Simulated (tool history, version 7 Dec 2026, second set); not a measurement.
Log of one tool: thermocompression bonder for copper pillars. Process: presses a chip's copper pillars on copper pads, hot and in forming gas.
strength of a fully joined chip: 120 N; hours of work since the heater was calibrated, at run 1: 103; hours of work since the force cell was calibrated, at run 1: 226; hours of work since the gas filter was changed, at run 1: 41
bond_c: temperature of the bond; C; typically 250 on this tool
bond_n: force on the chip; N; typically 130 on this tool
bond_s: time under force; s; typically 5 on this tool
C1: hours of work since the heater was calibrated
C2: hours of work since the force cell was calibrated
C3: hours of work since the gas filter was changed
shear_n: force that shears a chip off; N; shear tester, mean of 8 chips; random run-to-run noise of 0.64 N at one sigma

{"run": 1, "day": 0.0, "bond_c": 250, "bond_n": 130, "bond_s": 5, "C1": 103, "C2": 226, "C3": 41, "shear_n": 44.6}
{"run": 2, "day": 1.888, "bond_c": 250, "bond_n": 130, "bond_s": 6, "C1": 136, "C2": 260, "C3": 74, "shear_n": 49.8}
{"run": 3, "day": 3.883, "bond_c": 250, "bond_n": 130, "bond_s": 5, "C1": 172, "C2": 295, "C3": 110, "shear_n": 45.6}
{"run": 4, "day": 7.971, "bond_c": 250, "bond_n": 135, "bond_s": 5, "C1": 244, "C2": 368, "C3": 182, "shear_n": 46.3}
{"day": 11.758, "done": "forming gas filter changed"}
{"run": 5, "day": 11.975, "bond_c": 250, "bond_n": 135, "bond_s": 5, "C1": 315, "C2": 438, "C3": 4, "shear_n": 48.4}
{"run": 6, "day": 15.121, "bond_c": 250, "bond_n": 144, "bond_s": 5, "C1": 371, "C2": 494, "C3": 60, "shear_n": 50.5}
{"run": 7, "day": 18.521, "bond_c": 250, "bond_n": 144, "bond_s": 5, "C1": 431, "C2": 555, "C3": 120, "shear_n": 49.8}
{"run": 8, "day": 20.792, "bond_c": 250, "bond_n": 144, "bond_s": 5, "C1": 471, "C2": 595, "C3": 160, "shear_n": 49.3}
{"run": 9, "day": 23.792, "bond_c": 250, "bond_n": 130, "bond_s": 11, "C1": 524, "C2": 648, "C3": 214, "shear_n": 61.3}
{"day": 25.838, "done": "forming gas filter changed"}
{"run": 10, "day": 27.754, "bond_c": 250, "bond_n": 130, "bond_s": 5, "C1": 594, "C2": 718, "C3": 34, "shear_n": 48.4}
{"run": 11, "day": 31.838, "bond_c": 250, "bond_n": 130, "bond_s": 5, "C1": 667, "C2": 791, "C3": 106, "shear_n": 48.5}
{"run": 12, "day": 34.904, "bond_c": 250, "bond_n": 130, "bond_s": 5, "C1": 721, "C2": 845, "C3": 161, "shear_n": 46.5}
{"run": 13, "day": 36.646, "bond_c": 250, "bond_n": 130, "bond_s": 5, "C1": 752, "C2": 876, "C3": 192, "shear_n": 47.7}
{"run": 14, "day": 39.542, "bond_c": 254, "bond_n": 130, "bond_s": 5, "C1": 804, "C2": 927, "C3": 243, "shear_n": 49.7}
{"day": 40.192, "done": "heater calibrated with a thermocouple chip"}
{"day": 40.212, "done": "forming gas filter changed"}
{"run": 15, "day": 43.175, "bond_c": 254, "bond_n": 130, "bond_s": 5, "C1": 53, "C2": 990, "C3": 53, "shear_n": 47.2}
{"run": 16, "day": 46.225, "bond_c": 254, "bond_n": 130, "bond_s": 5, "C1": 107, "C2": 1044, "C3": 107, "shear_n": 46.0}
{"run": 17, "day": 48.892, "bond_c": 254, "bond_n": 130, "bond_s": 5, "C1": 154, "C2": 1091, "C3": 154, "shear_n": 45.3}
{"run": 18, "day": 51.471, "bond_c": 254, "bond_n": 130, "bond_s": 5, "C1": 200, "C2": 1137, "C3": 200, "shear_n": 43.9}
{"run": 19, "day": 53.683, "bond_c": 254, "bond_n": 130, "bond_s": 5, "C1": 239, "C2": 1176, "C3": 239, "shear_n": 45.6}
{"day": 54.333, "done": "force cell calibrated"}
{"day": 54.354, "done": "forming gas filter changed"}
{"run": 20, "day": 55.525, "bond_c": 250, "bond_n": 80, "bond_s": 5, "C1": 270, "C2": 21, "C3": 21, "shear_n": 35.4}
{"run": 21, "day": 59.442, "bond_c": 226, "bond_n": 130, "bond_s": 6, "C1": 340, "C2": 90, "C3": 90, "shear_n": 39.1}
{"run": 22, "day": 63.404, "bond_c": 226, "bond_n": 130, "bond_s": 6, "C1": 410, "C2": 161, "C3": 161, "shear_n": 38.1}
{"run": 23, "day": 67.371, "bond_c": 226, "bond_n": 130, "bond_s": 6, "C1": 480, "C2": 231, "C3": 231, "shear_n": 38.1}
{"day": 68.446, "done": "forming gas filter changed"}
{"run": 24, "day": 71.392, "bond_c": 226, "bond_n": 130, "bond_s": 3, "C1": 551, "C2": 302, "C3": 52, "shear_n": 30.9}
{"run": 25, "day": 73.917, "bond_c": 242, "bond_n": 150, "bond_s": 5, "C1": 596, "C2": 347, "C3": 97, "shear_n": 48.4}
{"run": 26, "day": 76.05, "bond_c": 242, "bond_n": 150, "bond_s": 5, "C1": 634, "C2": 385, "C3": 135, "shear_n": 48.3}
{"run": 27, "day": 77.9, "bond_c": 242, "bond_n": 150, "bond_s": 5, "C1": 667, "C2": 418, "C3": 168, "shear_n": 49.1}
{"run": 28, "day": 79.604, "bond_c": 242, "bond_n": 150, "bond_s": 5, "C1": 697, "C2": 448, "C3": 198, "shear_n": 47.7}
{"day": 82.492, "done": "forming gas filter changed"}
{"run": 29, "day": 83.683, "bond_c": 242, "bond_n": 150, "bond_s": 5, "C1": 769, "C2": 520, "C3": 21, "shear_n": 49.4}
{"day": 86.133, "done": "heater calibrated with a thermocouple chip"}
{"run": 30, "day": 87.012, "bond_c": 242, "bond_n": 150, "bond_s": 5, "C1": 16, "C2": 577, "C3": 79, "shear_n": 45.2}
{"run": 31, "day": 90.033, "bond_c": 242, "bond_n": 150, "bond_s": 5, "C1": 69, "C2": 631, "C3": 132, "shear_n": 43.8}
{"run": 32, "day": 92.196, "bond_c": 243, "bond_n": 130, "bond_s": 8, "C1": 108, "C2": 669, "C3": 171, "shear_n": 48.5}
{"run": 33, "day": 94.033, "bond_c": 243, "bond_n": 121, "bond_s": 11, "C1": 140, "C2": 702, "C3": 203, "shear_n": 53.0}
{"day": 96.875, "done": "forming gas filter changed"}
{"run": 34, "day": 97.588, "bond_c": 243, "bond_n": 121, "bond_s": 11, "C1": 203, "C2": 765, "C3": 13, "shear_n": 55.1}
{"run": 35, "day": 100.771, "bond_c": 255, "bond_n": 98, "bond_s": 7, "C1": 259, "C2": 821, "C3": 69, "shear_n": 46.5}
{"run": 36, "day": 104.262, "bond_c": 231, "bond_n": 89, "bond_s": 5, "C1": 321, "C2": 883, "C3": 131, "shear_n": 29.2}

Run 37 comes next. What will it give?
{"run": 37, "day": 107.967, "bond_c": 231, "bond_n": 89, "bond_s": 5, "C1": 387, "C2": 949, "C3": 197, "shear_n": "?"}

Run 37 produced shear_n 29.3 N.
With the hidden condition absent and the run-to-run variation left alone, this run would have shown shear_n 29.5 N.
